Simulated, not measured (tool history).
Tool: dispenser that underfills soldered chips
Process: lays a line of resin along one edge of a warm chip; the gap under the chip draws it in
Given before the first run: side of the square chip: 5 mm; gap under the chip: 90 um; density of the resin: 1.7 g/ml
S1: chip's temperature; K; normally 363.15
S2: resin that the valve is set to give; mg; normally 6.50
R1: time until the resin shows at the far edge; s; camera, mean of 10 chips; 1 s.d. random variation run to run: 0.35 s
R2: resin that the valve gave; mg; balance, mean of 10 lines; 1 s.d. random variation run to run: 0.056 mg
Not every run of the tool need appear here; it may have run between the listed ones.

run 1 hour=0.0 | S1=363.15 S2=6.50 | R1=24.6 R2=6.41
-- hour=3.7 new syringe of resin
run 2 hour=5.1 | S1=363.15 S2=6.56 | R1=17.9 R2=6.40
run 3 hour=8.1 | S1=369.15 S2=6.56 | R1=16.7 R2=6.40
run 4 hour=12.0 | S1=369.15 S2=6.56 | R1=18.2 R2=6.36
run 5 hour=15.8 | S1=369.15 S2=6.56 | R1=20.9 R2=6.41
-- hour=17.4 new syringe of resin
run 6 hour=19.1 | S1=363.15 S2=6.50 | R1=17.8 R2=6.34
run 7 hour=22.4 | S1=363.15 S2=6.48 | R1=19.4 R2=6.14
run 8 hour=26.7 | S1=363.15 S2=6.48 | R1=23.7 R2=6.18
-- hour=31.2 new syringe of resin
run 9 hour=31.9 | S1=363.15 S2=6.48 | R1=17.5 R2=6.24
run 10 hour=35.4 | S1=373.15 S2=6.50 | R1=14.3 R2=6.25
run 11 hour=38.7 | S1=373.15 S2=6.50 | R1=14.8 R2=6.21
run 12 hour=41.3 | S1=373.15 S2=6.50 | R1=16.3 R2=6.14
run 13 hour=44.3 | S1=373.15 S2=6.50 | R1=18.1 R2=6.26
-- hour=44.9 new syringe of resin
run 14 hour=49.8 | S1=367.15 S2=6.12 | R1=17.3 R2=5.78
run 15 hour=52.8 | S1=367.15 S2=5.65 | R1=19.3 R2=5.29
run 16 hour=58.1 | S1=367.15 S2=5.65 | R1=23.0 R2=5.23
-- hour=58.9 new syringe of resin
run 17 hour=61.6 | S1=367.15 S2=5.65 | R1=16.2 R2=5.29
run 18 hour=64.4 | S1=368.15 S2=6.52 | R1=17.2 R2=6.11
run 19 hour=66.6 | S1=363.15 S2=6.65 | R1=22.2 R2=6.32
run 20 hour=68.9 | S1=356.15 S2=7.52 | R1=30.5 R2=6.92
run 21 hour=71.5 | S1=356.15 S2=8.07 | R1=32.8 R2=7.57
-- hour=72.6 new syringe of resin
run 22 hour=74.0 | S1=356.15 S2=8.07 | R1=23.1 R2=7.54
run 23 hour=79.3 | S1=363.15 S2=7.47 | R1=21.3 R2=7.02
run 24 hour=82.1 | S1=350.15 S2=7.44 | R1=37.2 R2=6.96
run 25 hour=84.5 | S1=377.15 S2=7.40 | R1=15.8 R2=6.82

Here are 4 independent what-if runs from the current tool condition. What would each one return?
-- hour=86.4 new syringe of resin
run A hour=89.8 | S1=363.15 S2=6.63 | R1=? R2=?
-- hour=86.4 new syringe of resin
run B hour=89.8 | S1=355.15 S2=7.81 | R1=? R2=?
-- hour=86.4 new syringe of resin
run C hour=89.8 | S1=372.15 S2=6.89 | R1=? R2=?
-- hour=86.4 new syringe of resin
run D hour=89.8 | S1=368.15 S2=8.15 | R1=? R2=?

run=A R1=19.0 R2=6.13
run=B R1=25.8 R2=7.31
run=C R1=14.1 R2=6.37
run=D R1=15.8 R2=7.61
Had the tool no hidden state, the same runs would have come out as:
run=A R1=17.0 R2=6.61
run=B R1=23.1 R2=7.87
run=C R1=12.7 R2=6.87
run=D R1=14.2 R2=8.20
